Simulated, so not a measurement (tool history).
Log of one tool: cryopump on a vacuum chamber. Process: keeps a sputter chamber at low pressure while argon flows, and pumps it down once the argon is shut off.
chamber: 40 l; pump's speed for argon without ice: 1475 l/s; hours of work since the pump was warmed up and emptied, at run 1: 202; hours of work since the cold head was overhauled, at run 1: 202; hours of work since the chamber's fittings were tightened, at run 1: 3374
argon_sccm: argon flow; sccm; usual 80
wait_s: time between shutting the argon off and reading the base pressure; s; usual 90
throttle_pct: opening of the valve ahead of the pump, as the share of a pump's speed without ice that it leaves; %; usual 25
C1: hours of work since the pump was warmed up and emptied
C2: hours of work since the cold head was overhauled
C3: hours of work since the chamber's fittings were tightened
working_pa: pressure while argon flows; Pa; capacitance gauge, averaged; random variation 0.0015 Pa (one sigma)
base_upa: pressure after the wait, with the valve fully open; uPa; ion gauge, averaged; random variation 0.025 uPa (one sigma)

run 1 day=0.000 | argon_sccm=80 wait_s=90 throttle_pct=25 | C1=202 C2=202 C3=3374 | working_pa=0.3776 base_upa=3.51
run 2 day=1.779 | argon_sccm=80 wait_s=90 throttle_pct=25 | C1=233 C2=233 C3=3405 | working_pa=0.3774 base_upa=3.55
run 3 day=2.750 | argon_sccm=80 wait_s=90 throttle_pct=25 | C1=250 C2=250 C3=3421 | working_pa=0.3769 base_upa=3.61
run 4 day=3.583 | argon_sccm=80 wait_s=90 throttle_pct=25 | C1=264 C2=264 C3=3436 | working_pa=0.3789 base_upa=3.63
-- day=3.800 leaking fittings of the chamber tightened, without venting
run 5 day=4.462 | argon_sccm=80 wait_s=90 throttle_pct=25 | C1=278 C2=278 C3=11 | working_pa=0.3798 base_upa=1.07
run 6 day=5.992 | argon_sccm=80 wait_s=58 throttle_pct=25 | C1=304 C2=304 C3=38 | working_pa=0.3787 base_upa=1.56
run 7 day=7.546 | argon_sccm=80 wait_s=58 throttle_pct=25 | C1=331 C2=331 C3=64 | working_pa=0.3812 base_upa=1.67
run 8 day=8.633 | argon_sccm=80 wait_s=90 throttle_pct=34 | C1=349 C2=349 C3=83 | working_pa=0.2845 base_upa=1.13
run 9 day=9.800 | argon_sccm=80 wait_s=90 throttle_pct=41 | C1=370 C2=370 C3=103 | working_pa=0.2418 base_upa=1.18
run 10 day=10.958 | argon_sccm=80 wait_s=64 throttle_pct=41 | C1=389 C2=389 C3=123 | working_pa=0.2423 base_upa=1.58
run 11 day=12.421 | argon_sccm=80 wait_s=90 throttle_pct=25 | C1=415 C2=415 C3=148 | working_pa=0.3875 base_upa=1.24
run 12 day=13.754 | argon_sccm=80 wait_s=90 throttle_pct=30 | C1=438 C2=438 C3=171 | working_pa=0.3312 base_upa=1.24
run 13 day=14.950 | argon_sccm=80 wait_s=90 throttle_pct=25 | C1=458 C2=458 C3=192 | working_pa=0.3900 base_upa=1.28
run 14 day=15.779 | argon_sccm=80 wait_s=199 throttle_pct=25 | C1=473 C2=473 C3=206 | working_pa=0.3898 base_upa=0.85
run 15 day=16.950 | argon_sccm=123 wait_s=90 throttle_pct=25 | C1=493 C2=493 C3=226 | working_pa=0.6062 base_upa=1.34
run 16 day=18.254 | argon_sccm=123 wait_s=90 throttle_pct=25 | C1=515 C2=515 C3=249 | working_pa=0.6079 base_upa=1.32
run 17 day=20.050 | argon_sccm=50 wait_s=90 throttle_pct=25 | C1=546 C2=546 C3=280 | working_pa=0.2457 base_upa=1.43
run 18 day=21.592 | argon_sccm=50 wait_s=290 throttle_pct=25 | C1=573 C2=573 C3=306 | working_pa=0.2468 base_upa=0.85
run 19 day=22.388 | argon_sccm=101 wait_s=295 throttle_pct=25 | C1=586 C2=586 C3=320 | working_pa=0.4999 base_upa=0.85
run 20 day=24.183 | argon_sccm=65 wait_s=103 throttle_pct=24 | C1=617 C2=617 C3=351 | working_pa=0.3360 base_upa=1.38
run 21 day=25.121 | argon_sccm=39 wait_s=248 throttle_pct=25 | C1=633 C2=633 C3=367 | working_pa=0.1944 base_upa=0.95
run 22 day=26.850 | argon_sccm=39 wait_s=47 throttle_pct=20 | C1=663 C2=663 C3=397 | working_pa=0.2416 base_upa=2.29
run 23 day=28.117 | argon_sccm=39 wait_s=47 throttle_pct=20 | C1=685 C2=685 C3=418 | working_pa=0.2417 base_upa=2.25
run 24 day=29.433 | argon_sccm=80 wait_s=41 throttle_pct=25 | C1=707 C2=707 C3=441 | working_pa=0.4082 base_upa=2.54
run 25 day=31.096 | argon_sccm=139 wait_s=85 throttle_pct=24 | C1=736 C2=736 C3=470 | working_pa=0.7387 base_upa=1.71
run 26 day=32.771 | argon_sccm=153 wait_s=194 throttle_pct=48 | C1=765 C2=765 C3=499 | working_pa=0.4529 base_upa=1.28
-- day=33.175 pump warmed up, emptied and cooled again
run 27 day=34.700 | argon_sccm=153 wait_s=194 throttle_pct=48 | C1=26 C2=795 C3=528 | working_pa=0.3682 base_upa=0.99
run 28 day=36.046 | argon_sccm=113 wait_s=22 throttle_pct=25 | C1=49 C2=818 C3=551 | working_pa=0.5216 base_upa=3.82
run 29 day=36.925 | argon_sccm=113 wait_s=20 throttle_pct=19 | C1=65 C2=833 C3=566 | working_pa=0.6916 base_upa=4.26
run 30 day=38.254 | argon_sccm=80 wait_s=90 throttle_pct=25 | C1=87 C2=856 C3=589 | working_pa=0.3708 base_upa=1.48
run 31 day=39.304 | argon_sccm=35 wait_s=284 throttle_pct=47 | C1=105 C2=874 C3=607 | working_pa=0.0876 base_upa=0.90
run 32 day=40.283 | argon_sccm=126 wait_s=186 throttle_pct=24 | C1=122 C2=891 C3=624 | working_pa=0.6108 base_upa=1.14
run 33 day=41.950 | argon_sccm=106 wait_s=147 throttle_pct=20 | C1=151 C2=919 C3=653 | working_pa=0.6194 base_upa=1.24
run 34 day=43.546 | argon_sccm=106 wait_s=147 throttle_pct=20 | C1=178 C2=947 C3=680 | working_pa=0.6141 base_upa=1.25
run 35 day=45.312 | argon_sccm=106 wait_s=147 throttle_pct=20 | C1=209 C2=977 C3=711 | working_pa=0.6221 base_upa=1.31

3 ways to go on from here, each from the tool as it stands after run 35. What would each give?
run A day=46.938 | argon_sccm=108 wait_s=27 throttle_pct=35 | C1=237 C2=1005 C3=739 | working_pa=? base_upa=?
run B day=46.938 | argon_sccm=61 wait_s=21 throttle_pct=55 | C1=237 C2=1005 C3=739 | working_pa=? base_upa=?
run C day=46.938 | argon_sccm=106 wait_s=28 throttle_pct=48 | C1=237 C2=1005 C3=739 | working_pa=? base_upa=?

run=A working_pa=0.3685 base_upa=3.48
run=B working_pa=0.1363 base_upa=4.31
run=C working_pa=0.2687 base_upa=3.42
Without the tool's hidden state the same runs would have given:
run=A working_pa=0.3539 base_upa=2.87
run=B working_pa=0.1280 base_upa=3.69
run=C working_pa=0.2543 base_upa=2.81
